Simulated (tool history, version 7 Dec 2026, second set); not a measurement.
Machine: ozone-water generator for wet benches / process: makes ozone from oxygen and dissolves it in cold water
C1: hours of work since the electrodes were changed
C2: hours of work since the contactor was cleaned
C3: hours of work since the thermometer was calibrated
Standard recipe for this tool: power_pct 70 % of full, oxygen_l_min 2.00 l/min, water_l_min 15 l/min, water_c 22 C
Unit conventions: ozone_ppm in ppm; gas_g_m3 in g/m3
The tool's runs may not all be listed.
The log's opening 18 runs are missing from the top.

run 19 hour=1009.5 | power_pct=96 oxygen_l_min=2.00 water_l_min=14 water_c=22 | C1=802 C2=1985 C3=4942 | ozone_ppm=19.3 gas_g_m3=367.9
run 20 hour=1063.8 | power_pct=70 oxygen_l_min=2.00 water_l_min=17 water_c=24 | C1=841 C2=2024 C3=4981 | ozone_ppm=12.0 gas_g_m3=277.9
run 21 hour=1108.1 | power_pct=70 oxygen_l_min=2.00 water_l_min=17 water_c=24 | C1=872 C2=2055 C3=5012 | ozone_ppm=12.0 gas_g_m3=277.9
run 22 hour=1144.1 | power_pct=70 oxygen_l_min=2.00 water_l_min=17 water_c=24 | C1=898 C2=2081 C3=5038 | ozone_ppm=11.8 gas_g_m3=277.6
run 23 hour=1179.0 | power_pct=70 oxygen_l_min=2.00 water_l_min=17 water_c=24 | C1=922 C2=2105 C3=5062 | ozone_ppm=12.0 gas_g_m3=277.1
run 24 hour=1235.9 | power_pct=88 oxygen_l_min=2.72 water_l_min=13 water_c=23 | C1=963 C2=2145 C3=5103 | ozone_ppm=20.8 gas_g_m3=308.5
run 25 hour=1273.2 | power_pct=70 oxygen_l_min=2.00 water_l_min=15 water_c=22 | C1=989 C2=2172 C3=5129 | ozone_ppm=13.7 gas_g_m3=277.0
run 26 hour=1346.6 | power_pct=70 oxygen_l_min=2.55 water_l_min=15 water_c=22 | C1=1041 C2=2224 C3=5181 | ozone_ppm=15.2 gas_g_m3=254.9
run 27 hour=1413.7 | power_pct=73 oxygen_l_min=2.00 water_l_min=11 water_c=22 | C1=1089 C2=2271 C3=5229 | ozone_ppm=19.0 gas_g_m3=284.5
run 28 hour=1449.5 | power_pct=71 oxygen_l_min=1.39 water_l_min=18 water_c=22 | C1=1114 C2=2297 C3=5254 | ozone_ppm=9.9 gas_g_m3=314.9
run 29 hour=1481.5 | power_pct=56 oxygen_l_min=1.39 water_l_min=21 water_c=22 | C1=1137 C2=2319 C3=5277 | ozone_ppm=7.0 gas_g_m3=252.6
run 30 hour=1557.4 | power_pct=56 oxygen_l_min=1.39 water_l_min=21 water_c=22 | C1=1190 C2=2373 C3=5330 | ozone_ppm=6.8 gas_g_m3=254.6
run 31 hour=1594.3 | power_pct=69 oxygen_l_min=1.20 water_l_min=15 water_c=24 | C1=1216 C2=2399 C3=5357 | ozone_ppm=11.1 gas_g_m3=323.0
run 32 hour=1632.7 | power_pct=70 oxygen_l_min=1.56 water_l_min=16 water_c=29 | C1=1244 C2=2426 C3=5384 | ozone_ppm=11.0 gas_g_m3=297.8

3 ways to go on from here, each from the tool as it stands after run 32. What would each give?
run A hour=1708.2 | power_pct=73 oxygen_l_min=2.00 water_l_min=15 water_c=27 | C1=1297 C2=2480 C3=5437 | ozone_ppm=? gas_g_m3=?
run B hour=1708.2 | power_pct=70 oxygen_l_min=2.00 water_l_min=23 water_c=17 | C1=1297 C2=2480 C3=5437 | ozone_ppm=? gas_g_m3=?
run C hour=1708.2 | power_pct=70 oxygen_l_min=2.00 water_l_min=16 water_c=22 | C1=1297 C2=2480 C3=5437 | ozone_ppm=? gas_g_m3=?

run=A ozone_ppm=13.3 gas_g_m3=287.5
run=B ozone_ppm=9.2 gas_g_m3=276.5
run=C ozone_ppm=13.0 gas_g_m3=276.9
With no hidden state in the tool, these same runs would have given:
run=A ozone_ppm=13.3 gas_g_m3=287.6
run=B ozone_ppm=9.2 gas_g_m3=276.5
run=C ozone_ppm=13.0 gas_g_m3=277.0

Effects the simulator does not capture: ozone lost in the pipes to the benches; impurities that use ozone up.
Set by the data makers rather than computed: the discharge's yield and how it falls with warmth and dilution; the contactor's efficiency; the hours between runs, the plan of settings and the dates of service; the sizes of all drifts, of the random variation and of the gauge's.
